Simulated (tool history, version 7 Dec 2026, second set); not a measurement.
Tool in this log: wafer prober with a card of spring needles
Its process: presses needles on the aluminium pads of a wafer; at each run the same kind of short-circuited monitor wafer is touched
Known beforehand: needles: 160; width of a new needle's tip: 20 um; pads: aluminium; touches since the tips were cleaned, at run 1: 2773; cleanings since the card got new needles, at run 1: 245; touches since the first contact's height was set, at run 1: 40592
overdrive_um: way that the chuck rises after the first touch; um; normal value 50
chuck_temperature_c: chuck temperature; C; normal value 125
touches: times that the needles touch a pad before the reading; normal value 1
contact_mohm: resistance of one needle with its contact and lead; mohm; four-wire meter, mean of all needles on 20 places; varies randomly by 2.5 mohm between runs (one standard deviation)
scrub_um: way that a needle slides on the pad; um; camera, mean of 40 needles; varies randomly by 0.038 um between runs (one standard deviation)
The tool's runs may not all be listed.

| run | day | overdrive_um | chuck_temperature_c | touches | touches since the tips were cleaned | cleanings since the card got new needles | touches since the first contact's height was set | contact_mohm | scrub_um |
|---|---|---|---|---|---|---|---|---|---|
| 1 | 0 | 50 | 125 | 1 | 2773 | 245 | 40592 | 406 | 6.95 |
|  | 0.183 | tips cleaned on abrasive film |
|  | 0.629 | tips cleaned on abrasive film |
|  | 1.075 | tips cleaned on abrasive film |
|  | 1.521 | tips cleaned on abrasive film |
|  | 1.879 | tips cleaned on abrasive film |
| 2 | 1.908 | 50 | 35 | 1 | 326 | 250 | 62383 | 313 | 6.84 |
|  | 2.267 | tips cleaned on abrasive film |
|  | 2.712 | tips cleaned on abrasive film |
|  | 3.162 | tips cleaned on abrasive film |
|  | 3.521 | tips cleaned on abrasive film |
| 3 | 3.596 | 50 | 35 | 1 | 896 | 254 | 81680 | 371 | 6.74 |
|  | 3.954 | tips cleaned on abrasive film |
|  | 4.312 | tips cleaned on abrasive film |
|  | 4.671 | tips cleaned on abrasive film |
|  | 5.121 | tips cleaned on abrasive film |
|  | 5.221 | height of the first contact set anew |
|  | 5.492 | tips cleaned on abrasive film |
|  | 5.85 | tips cleaned on abrasive film |
| 4 | 6.15 | 50 | 35 | 1 | 3488 | 260 | 10643 | 479 | 7.11 |
|  | 6.242 | tips cleaned on abrasive film |
|  | 6.6 | tips cleaned on abrasive film |
|  | 7.05 | tips cleaned on abrasive film |
|  | 7.408 | tips cleaned on abrasive film |
|  | 7.854 | tips cleaned on abrasive film |
| 5 | 7.871 | 50 | 35 | 1 | 177 | 265 | 30241 | 301 | 6.95 |
|  | 8.229 | tips cleaned on abrasive film |
|  | 8.588 | tips cleaned on abrasive film |
|  | 9.033 | tips cleaned on abrasive film |
| 6 | 9.154 | 50 | 35 | 1 | 1410 | 268 | 44940 | 407 | 6.9 |
|  | 9.425 | tips cleaned on abrasive film |
|  | 9.871 | tips cleaned on abrasive film |
|  | 10.321 | tips cleaned on abrasive film |
|  | 10.679 | tips cleaned on abrasive film |
| 7 | 10.942 | 50 | 35 | 1 | 3064 | 272 | 65380 | 477 | 6.9 |
|  | 11.125 | tips cleaned on abrasive film |
|  | 11.483 | tips cleaned on abrasive film |
|  | 11.842 | tips cleaned on abrasive film |
|  | 12.288 | tips cleaned on abrasive film |
|  | 12.646 | tips cleaned on abrasive film |
| 8 | 12.75 | 50 | 35 | 1 | 1217 | 277 | 86017 | 389 | 6.77 |
|  | 13.021 | tips cleaned on abrasive film |
|  | 13.379 | tips cleaned on abrasive film |
|  | 13.65 | tips cleaned on abrasive film, once more |
|  | 14.017 | height of the first contact set anew |
|  | 14.108 | tips cleaned on abrasive film |
|  | 14.554 | tips cleaned on abrasive film |
|  | 15.004 | tips cleaned on abrasive film |
| 9 | 15.121 | 50 | 29 | 1 | 1365 | 283 | 12609 | 380 | 7.05 |
|  | 15.392 | tips cleaned on abrasive film |
|  | 15.75 | tips cleaned on abrasive film |
|  | 16.196 | tips cleaned on abrasive film |
|  | 16.554 | tips cleaned on abrasive film |
|  | 17 | tips cleaned on abrasive film |
|  | 17.45 | tips cleaned on abrasive film |
| 10 | 17.492 | 50 | 29 | 1 | 479 | 289 | 39667 | 316 | 6.94 |
|  | 17.85 | tips cleaned on abrasive film |
|  | 18.296 | tips cleaned on abrasive film |
|  | 18.742 | tips cleaned on abrasive film |
|  | 19.1 | tips cleaned on abrasive film |
|  | 19.458 | tips cleaned on abrasive film |
| 11 | 19.567 | 50 | 29 | 1 | 1243 | 294 | 63399 | 384 | 6.86 |
|  | 19.838 | tips cleaned on abrasive film |
|  | 20.283 | tips cleaned on abrasive film |
|  | 20.729 | tips cleaned on abrasive film |
| 12 | 20.846 | 50 | 29 | 1 | 1334 | 297 | 78017 | 408 | 6.84 |
|  | 21.117 | tips cleaned on abrasive film |
|  | 21.475 | tips cleaned on abrasive film |
|  | 21.921 | tips cleaned on abrasive film |
|  | 22.367 | tips cleaned on abrasive film |
|  | 22.725 | tips cleaned on abrasive film |
|  | 22.829 | height of the first contact set anew |
|  | 23.188 | tips cleaned on abrasive film |
| 13 | 23.379 | 50 | 29 | 1 | 2208 | 303 | 6297 | 440 | 7.07 |
|  | 23.558 | tips cleaned on abrasive film |
|  | 24.004 | tips cleaned on abrasive film |
|  | 24.454 | tips cleaned on abrasive film |
| 14 | 24.517 | 41 | 41 | 2 | 727 | 306 | 19293 | 357 | 5.7 |
|  | 24.875 | tips cleaned on abrasive film |
|  | 25.321 | tips cleaned on abrasive film |
|  | 25.767 | tips cleaned on abrasive film |
|  | 26.138 | tips cleaned on abrasive film |
| 15 | 26.138 | 63 | 125 | 1 | 0 | 310 | 37837 | 315 | 8.85 |
|  | 26.588 | tips cleaned on abrasive film |
|  | 26.946 | tips cleaned on abrasive film |
|  | 27.392 | tips cleaned on abrasive film |
|  | 27.838 | tips cleaned on abrasive film |
| 16 | 27.846 | 33 | 97 | 1 | 89 | 314 | 57346 | 401 | 4.45 |
|  | 28.204 | tips cleaned on abrasive film |
|  | 28.562 | tips cleaned on abrasive film |
|  | 29.008 | tips cleaned on abrasive film |
|  | 29.367 | tips cleaned on abrasive film |
|  | 29.812 | tips cleaned on abrasive film |
|  | 30.171 | tips cleaned on abrasive film |
| 17 | 30.183 | 60 | 125 | 2 | 116 | 320 | 84028 | 308 | 8.3 |
|  | 30.542 | tips cleaned on abrasive film |
|  | 30.9 | tips cleaned on abrasive film |
|  | 31.346 | tips cleaned on abrasive film |
|  | 31.625 | height of the first contact set anew |
|  | 31.804 | tips cleaned on abrasive film |
|  | 32.162 | tips cleaned on abrasive film |
| 18 | 32.379 | 52 | 41 | 1 | 2472 | 325 | 8605 | 459 | 7.39 |
|  | 32.558 | tips cleaned on abrasive film |
|  | 32.917 | tips cleaned on abrasive film |
|  | 33.275 | tips cleaned on abrasive film |
| 19 | 33.571 | 36 | 112 | 2 | 3383 | 328 | 22210 | 572 | 5.03 |
|  | 33.662 | tips cleaned on abrasive film |
|  | 34.108 | tips cleaned on abrasive film |
|  | 34.554 | tips cleaned on abrasive film |
|  | 35.004 | tips cleaned on abrasive film |
|  | 35.362 | tips cleaned on abrasive film |
| 20 | 35.508 | 45 | 79 | 1 | 1713 | 333 | 44365 | 481 | 6.22 |
|  | 35.779 | tips cleaned on abrasive film |
|  | 36.138 | tips cleaned on abrasive film |
|  | 36.496 | tips cleaned on abrasive film |
|  | 36.942 | tips cleaned on abrasive film |
| 21 | 37.1 | 31 | 125 | 1 | 1793 | 337 | 62512 | 728 | 4.21 |
|  | 37.367 | tips cleaned on abrasive film |
|  | 37.817 | tips cleaned on abrasive film |
|  | 38.175 | tips cleaned on abrasive film |
|  | 38.621 | tips cleaned on abrasive film |
| 22 | 38.671 | 31 | 125 | 1 | 598 | 341 | 80486 | 541 | 4.1 |

Run 23 has not been measured yet. What should we expect?
|  | 39.029 | tips cleaned on abrasive film |
|  | 39.388 | tips cleaned on abrasive film |
|  | 39.838 | tips cleaned on abrasive film |
|  | 40.196 | tips cleaned on abrasive film |
|  | 40.383 | height of the first contact set anew |
|  | 40.654 | tips cleaned on abrasive film |
|  | 41.012 | tips cleaned on abrasive film |
| 23 | 41.104 | 31 | 125 | 1 | 1052 | 347 | 8208 | ? | ? |

Run 23 produced contact_mohm 594 mohm, scrub_um 4.33 um.
With no hidden state in the tool, this same run would have given contact_mohm 298 mohm, scrub_um 4.36 um.
